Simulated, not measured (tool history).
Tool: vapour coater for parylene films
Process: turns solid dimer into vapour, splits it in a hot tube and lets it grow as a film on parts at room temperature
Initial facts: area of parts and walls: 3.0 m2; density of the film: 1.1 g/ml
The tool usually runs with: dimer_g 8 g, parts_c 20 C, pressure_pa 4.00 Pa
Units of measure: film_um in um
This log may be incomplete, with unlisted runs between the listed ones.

run	day	dimer_g	parts_c	pressure_pa	film_um
1	0.000	8	20	4.00	1.15
2	0.342	8	20	4.48	1.14
3	0.825	8	20	4.48	1.14
4	1.471	8	20	4.48	1.12
5	1.925	8	20	4.48	1.15
6	2.538	8	20	6.53	1.02
7	2.950	8	20	6.53	1.03
8	3.371	8	20	6.53	1.04
9	3.792	8	20	4.00	1.17
10	4.362	8	20	4.00	1.17
11	4.925	8	20	4.00	1.18
12	5.458	8	20	4.00	1.19
13	5.942	8	20	4.00	1.17
14	6.362	5	20	4.00	0.74
15	6.708	5	20	4.00	0.73
16	7.371	5	20	4.00	0.73
17	7.908	4	14	4.00	0.75
18	8.296	8	19	4.00	1.22
19	8.946	8	22	4.00	1.08
20	9.588	4	14	4.93	0.73
21	10.233	8	14	4.12	1.47
22	10.579	8	14	4.12	1.49
23	10.921	8	14	4.12	1.47
24	11.450	4	14	8.54	0.61
25	12.108	4	14	8.54	0.62
26	12.475	4	14	8.54	0.64

Between the runs listed above, the log contained 1 entry, not reproduced here. Where in the sequence does each belong, and how does what the log doesn't record of the tool's condition differ from the listed run before to the listed run after?
Run 5 -> run 6: trap's valve overhauled (day 2.538)
  vapour lost through the trap's worn valve, %: 0.5 -> 0
